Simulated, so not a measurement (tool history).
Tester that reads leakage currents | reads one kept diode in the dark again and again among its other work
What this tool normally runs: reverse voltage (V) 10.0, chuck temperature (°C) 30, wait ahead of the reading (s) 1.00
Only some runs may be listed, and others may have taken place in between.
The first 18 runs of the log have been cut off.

run,day,reverse voltage (V),chuck temperature (°C),wait ahead of the reading (s),hours of work since the probe card was cleaned,hours of work since the tester was calibrated,hours of work since the chuck was calibrated,current that the tester gives (pA)
19,18.450,10.0,30,1.00,1710,695,405,376.32
20,19.612,10.0,23,1.00,1727,712,423,223.26
21,20.279,3.1,29,1.00,1737,722,433,218.77
22,21.321,3.1,29,1.00,1753,738,448,218.31
23,21.925,7.4,20,1.13,1762,747,458,157.22
24,22.808,3.0,57,1.89,1775,760,471,1460.48
25,23.429,3.0,27,0.49,1785,769,480,186.04
26,24.542,3.0,34,5.34,1801,786,497,308.35
27,25.550,3.0,34,5.34,1817,801,512,308.70
# day 25.696: tester calibrated
28,27.062,2.2,56,1.00,1838,21,533,1216.77
29,28.125,10.0,40,1.82,1854,36,549,761.69
30,29.146,2.1,43,3.80,1869,52,565,507.06
31,30.367,1.7,48,0.86,1888,70,583,651.24
# day 31.521: tester calibrated, once more
32,31.933,11.0,30,1.22,1910,6,605,383.28
33,33.142,4.0,30,1.00,1928,24,623,255.72
34,33.896,4.4,38,8.15,1939,36,635,472.14
35,35.129,2.0,31,8.15,1958,54,653,209.35
36,36.467,2.0,31,8.15,1978,74,673,207.82
37,37.438,2.0,31,8.15,1993,89,688,207.77
38,38.138,1.8,20,7.32,2003,99,699,86.44
39,39.179,10.0,32,2.56,2019,115,714,427.51
40,40.096,2.1,32,0.95,2032,129,728,228.15

3 ways to go on from here, each from the tool as it stands after run 40. What would each give?
A,41.133,9.3,28,0.84,2048,144,744,?
B,41.133,2.1,32,1.15,2048,144,744,?
C,41.133,10.0,30,1.04,2048,144,744,?

run,current that the tester gives (pA)
A,309.35
B,227.94
C,368.41
With the hidden condition removed and each run's random variation left untouched, the same runs would have given:
run,current that the tester gives (pA)
A,318.74
B,237.62
C,380.07

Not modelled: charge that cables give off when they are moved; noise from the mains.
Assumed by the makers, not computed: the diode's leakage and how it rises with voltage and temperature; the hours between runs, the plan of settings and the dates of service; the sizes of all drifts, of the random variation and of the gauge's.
